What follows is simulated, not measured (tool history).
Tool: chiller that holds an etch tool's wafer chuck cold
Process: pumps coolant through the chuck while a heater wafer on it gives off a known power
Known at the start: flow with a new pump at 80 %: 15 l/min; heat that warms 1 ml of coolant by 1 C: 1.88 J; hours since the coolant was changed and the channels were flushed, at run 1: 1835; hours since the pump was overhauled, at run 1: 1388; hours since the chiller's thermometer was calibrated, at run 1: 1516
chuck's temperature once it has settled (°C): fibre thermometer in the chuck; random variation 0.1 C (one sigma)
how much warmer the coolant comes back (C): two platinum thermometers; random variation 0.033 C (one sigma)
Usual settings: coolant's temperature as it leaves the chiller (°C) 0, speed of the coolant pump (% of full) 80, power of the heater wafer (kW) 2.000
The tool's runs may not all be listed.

run	hour	coolant's temperature as it leaves the chiller (°C)	speed of the coolant pump (% of full)	power of the heater wafer (kW)	hours since the coolant was changed and the channels were flushed	hours since the pump was overhauled	hours since the chiller's thermometer was calibrated	chuck's temperature once it has settled (°C)	how much warmer the coolant comes back (C)
1	0.0	0	80	2.000	1835	1388	1516	15.7	4.39
2	47.1	0	80	2.000	1882	1435	1563	15.7	4.39
3	70.6	0	80	2.000	1905	1459	1586	15.7	4.37
4	90.7	0	80	2.000	1926	1479	1607	15.8	4.41
5	133.8	0	80	2.000	1969	1522	1650	15.8	4.36
6	178.2	0	80	2.000	2013	1566	1694	15.8	4.39
# hour 186.8: coolant pump overhauled
7	209.6	0	80	2.000	2039	23	1720	15.9	4.42
8	245.1	0	68	2.207	2075	58	1756	20.2	5.77
9	268.1	-1	79	1.212	2098	81	1779	8.6	2.72
# hour 276.8: coolant pump overhauled, once more
10	316.9	-1	79	1.212	2142	40	1823	8.5	2.59
11	340.4	-1	79	1.212	2165	64	1846	8.5	2.59
12	374.1	0	79	1.672	2199	97	1880	13.2	3.67
13	398.4	0	100	1.521	2223	122	1904	9.6	2.60
14	425.5	5	93	1.151	2250	149	1931	12.7	2.06

Forecast each of these 5 alternatives for the next run:
A	452.4	5	80	2.000	2277	176	1958	?	?
B	452.4	-10	66	1.500	2277	176	1958	?	?
C	452.4	5	93	1.478	2277	176	1958	?	?
D	452.4	0	80	1.891	2277	176	1958	?	?
E	452.4	5	80	2.000	2277	176	1958	?	?

run	chuck's temperature once it has settled (°C)	how much warmer the coolant comes back (C)
A	20.5	4.34
B	3.8	3.97
C	14.8	2.62
D	14.7	4.01
E	20.7	4.29
Without the tool's hidden state the same runs would have given:
run	chuck's temperature once it has settled (°C)	how much warmer the coolant comes back (C)
A	19.8	4.33
B	3.2	3.96
C	14.4	2.61
D	14.1	3.99
E	20.0	4.28

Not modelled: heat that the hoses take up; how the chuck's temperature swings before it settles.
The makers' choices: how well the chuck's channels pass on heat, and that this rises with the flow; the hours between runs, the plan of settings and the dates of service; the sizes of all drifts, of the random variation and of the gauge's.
